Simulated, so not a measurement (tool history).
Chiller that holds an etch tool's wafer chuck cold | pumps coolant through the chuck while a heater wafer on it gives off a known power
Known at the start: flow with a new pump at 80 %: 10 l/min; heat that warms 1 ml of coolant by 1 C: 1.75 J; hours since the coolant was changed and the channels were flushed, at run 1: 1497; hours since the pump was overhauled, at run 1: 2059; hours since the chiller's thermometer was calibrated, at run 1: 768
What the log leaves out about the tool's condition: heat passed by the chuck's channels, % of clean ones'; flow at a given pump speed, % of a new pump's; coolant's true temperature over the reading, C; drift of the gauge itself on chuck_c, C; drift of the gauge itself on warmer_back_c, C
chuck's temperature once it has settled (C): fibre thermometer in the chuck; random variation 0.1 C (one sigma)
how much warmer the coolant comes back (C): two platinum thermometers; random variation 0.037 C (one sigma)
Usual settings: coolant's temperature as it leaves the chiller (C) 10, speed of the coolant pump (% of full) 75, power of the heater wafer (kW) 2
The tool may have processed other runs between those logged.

run,hour,coolant's temperature as it leaves the chiller (C),speed of the coolant pump (% of full),power of the heater wafer (kW),hours since the coolant was changed and the channels were flushed,hours since the pump was overhauled,hours since the chiller's thermometer was calibrated,chuck's temperature once it has settled (C),how much warmer the coolant comes back (C)
1,0,10,75,2,1497,2059,768,25.2,7.7
2,48.9,10,75,2,1546,2108,817,25.3,7.72
3,93.6,10,75,2,1591,2153,862,25.2,7.67
4,137.9,10,75,2,1635,2197,906,25.5,7.7
5,187.1,10,75,2,1684,2247,955,25.5,7.67
6,229.5,10,75,2,1726,2289,998,25.3,7.68
7,266.8,10,75,2,1764,2326,1035,25.4,7.69
8,299.5,10,75,2,1796,2359,1068,25.4,7.67
9,322.3,10,94,2,1819,2382,1090,23.1,5.97
10,373,10,75,2,1870,2432,1141,25.3,7.63
11,411.8,10,75,2,1909,2471,1180,25.5,7.76
12,438.9,5,75,2,1936,2498,1207,20.4,7.77
13,471.6,10,90,2,1969,2531,1240,23.5,6.3
14,509.7,10,90,2.835,2007,2569,1278,29.3,8.94
15,541.1,10,75,2,2038,2601,1309,25.4,7.79
16,572.6,10,75,2,2070,2632,1341,25.4,7.84
17,607.1,10,75,2,2104,2667,1375,25.5,7.74
18,631.4,14,77,2,2128,2691,1400,29.1,7.57
19,679.2,14,60,1.903,2176,2739,1447,31.4,9.51
20,712.1,15,60,2.045,2209,2772,1480,33.6,10.22
21,741.7,19,60,1.939,2239,2801,1510,36.6,9.75
22,776.2,16,61,1.939,2273,2836,1544,33.6,9.52
23,810.9,13,81,2.776,2308,2870,1579,33.5,9.93
24,860,8,91,1.546,2357,2919,1628,18.3,4.86
25,912,8,91,1.546,2409,2972,1680,18.3,4.84
26,952.4,11,75,2,2449,3012,1721,26.4,7.79
27,988.4,10,77,2,2485,3048,1757,25,7.6
28,1038.9,9,87,2.307,2536,3098,1807,25.3,7.64
29,1091.2,9,87,2.307,2588,3151,1859,25.1,7.6
30,1116,2,87,2.095,2613,3175,1884,16.7,7.1
31,1156.1,10,75,2.564,2653,3216,1924,30.1,10.14

Below, some changes in chuck's temperature once it has settled (C) between adjacent runs. For each, the amount present without the hidden state too (settings, incoming material, random variation) and the amount remaining for the hidden state with gauge scatter not shared by both compared results:
Run 13 -> 14: power of the heater wafer (kW) 2 -> 2.835. chuck's temperature once it has settled (C) +5.8: hidden state +0.5, all else +5.3.
Run 23 -> 24: coolant's temperature as it leaves the chiller (C) 13 -> 8, speed of the coolant pump (% of full) 81 -> 91, power of the heater wafer (kW) 2.776 -> 1.546. chuck's temperature once it has settled (C) -15.2: hidden state -0.8, all else -14.4.
Run 25 -> 26: coolant's temperature as it leaves the chiller (C) 8 -> 11, speed of the coolant pump (% of full) 91 -> 75, power of the heater wafer (kW) 1.546 -> 2. chuck's temperature once it has settled (C) +8.1: hidden state +0.5, all else +7.6.
Run 29 -> 30: coolant's temperature as it leaves the chiller (C) 9 -> 2, power of the heater wafer (kW) 2.307 -> 2.095. chuck's temperature once it has settled (C) -8.4: hidden state -0.1, all else -8.3.
Run 30 -> 31: coolant's temperature as it leaves the chiller (C) 2 -> 10, speed of the coolant pump (% of full) 87 -> 75, power of the heater wafer (kW) 2.095 -> 2.564. chuck's temperature once it has settled (C) +13.4: hidden state +0.4, all else +13.
